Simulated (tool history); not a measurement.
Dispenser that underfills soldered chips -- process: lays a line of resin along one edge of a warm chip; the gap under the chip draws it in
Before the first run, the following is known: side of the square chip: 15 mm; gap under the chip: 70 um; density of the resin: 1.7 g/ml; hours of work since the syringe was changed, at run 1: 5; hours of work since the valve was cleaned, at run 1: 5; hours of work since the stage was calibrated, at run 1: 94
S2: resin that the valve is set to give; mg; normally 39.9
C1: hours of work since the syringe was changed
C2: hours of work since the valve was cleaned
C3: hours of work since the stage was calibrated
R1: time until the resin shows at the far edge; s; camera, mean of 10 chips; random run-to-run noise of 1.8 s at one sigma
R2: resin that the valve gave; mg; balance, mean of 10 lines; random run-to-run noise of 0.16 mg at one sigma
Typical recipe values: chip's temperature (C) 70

Run 1, hour 0.0: usual settings; C1 5; C2 5; C3 94. Result: R1 207.7 s, R2 39.68 mg.
Run 2, hour 5.1: usual settings; C1 8; C2 8; C3 97. Result: R1 235.5 s, R2 39.63 mg.
At hour 6.8: new syringe of resin.
Run 3, hour 9.1: usual settings; C1 2; C2 11; C3 100. Result: R1 186.0 s, R2 39.80 mg.
Run 4, hour 11.5: usual settings; C1 3; C2 12; C3 102. Result: R1 199.4 s, R2 39.61 mg.
Run 5, hour 14.1: usual settings; C1 5; C2 14; C3 104. Result: R1 211.5 s, R2 39.57 mg.
Run 6, hour 18.8: usual settings but S2 46.2 mg; C1 8; C2 17; C3 107. Result: R1 231.0 s, R2 45.94 mg.
At hour 20.1: new syringe of resin.
Run 7, hour 21.8: usual settings but S2 46.2 mg; C1 1; C2 19; C3 109. Result: R1 185.8 s, R2 45.96 mg.
Run 8, hour 26.5: usual settings but S2 46.2 mg; C1 4; C2 23; C3 112. Result: R1 207.1 s, R2 45.87 mg.
Run 9, hour 30.5: usual settings but S2 46.2 mg; C1 7; C2 25; C3 115. Result: R1 231.0 s, R2 45.64 mg.
At hour 33.5: new syringe of resin.
Run 10, hour 35.4: usual settings but S2 46.2 mg; C1 1; C2 29; C3 118. Result: R1 182.7 s, R2 45.69 mg.
Run 11, hour 39.0: usual settings but chip's temperature (C) 57, S2 47.4 mg; C1 4; C2 31; C3 121. Result: R1 361.0 s, R2 46.61 mg.
Run 12, hour 43.9: usual settings but chip's temperature (C) 57, S2 47.4 mg; C1 7; C2 35; C3 124. Result: R1 410.0 s, R2 46.60 mg.
At hour 46.6: new syringe of resin.
Run 13, hour 48.2: usual settings but chip's temperature (C) 69, S2 47.4 mg; C1 1; C2 37; C3 127. Result: R1 191.9 s, R2 46.67 mg.
Run 14, hour 52.4: usual settings but chip's temperature (C) 72, S2 47.4 mg; C1 4; C2 40; C3 130. Result: R1 182.4 s, R2 46.54 mg.
Run 15, hour 57.1: usual settings but chip's temperature (C) 85, S2 34.9 mg; C1 7; C2 43; C3 133. Result: R1 123.9 s, R2 34.15 mg.
At hour 59.6: new syringe of resin.
Run 16, hour 63.2: usual settings but chip's temperature (C) 62, S2 37.5 mg; C1 2; C2 48; C3 137. Result: R1 285.3 s, R2 36.59 mg.
Run 17, hour 66.7: usual settings but chip's temperature (C) 62, S2 37.5 mg; C1 5; C2 50; C3 139. Result: R1 308.0 s, R2 36.50 mg.
At hour 72.6: new syringe of resin.
Run 18, hour 72.6: usual settings but chip's temperature (C) 75; C1 0; C2 54; C3 143. Result: R1 143.3 s, R2 38.79 mg.

Here are 5 independent what-if runs from the current tool condition. What would each one return?
At hour 74.2: dispensing valve cleaned and set on the balance.
Run A, hour 77.1: usual settings but chip's temperature (C) 56, S2 38.0 mg; C1 2; C2 2; C3 146. Result: R1 ?, R2 ?.
At hour 74.2: dispensing valve cleaned and set on the balance.
Run B, hour 77.1: usual settings but chip's temperature (C) 74, S2 34.0 mg; C1 2; C2 2; C3 146. Result: R1 ?, R2 ?.
At hour 74.2: dispensing valve cleaned and set on the balance.
Run C, hour 77.1: usual settings but chip's temperature (C) 66, S2 47.5 mg; C1 2; C2 2; C3 146. Result: R1 ?, R2 ?.
At hour 74.2: dispensing valve cleaned and set on the balance.
Run D, hour 77.1: usual settings but chip's temperature (C) 68; C1 2; C2 2; C3 146. Result: R1 ?, R2 ?.
At hour 74.2: dispensing valve cleaned and set on the balance.
Run E, hour 77.1: usual settings but chip's temperature (C) 73, S2 44.7 mg; C1 2; C2 2; C3 146. Result: R1 ?, R2 ?.

run     R1     R2
  A  376.8  37.97
  B  166.7  34.14
  C  231.5  47.31
  D  212.6  39.95
  E  165.4  44.70
The same runs, with their run-to-run variation unchanged, on a tool lacking any hidden condition would have given:
run     R1     R2
  A  347.0  37.97
  B  153.6  34.14
  C  213.3  47.31
  D  195.9  39.95
  E  152.3  44.70
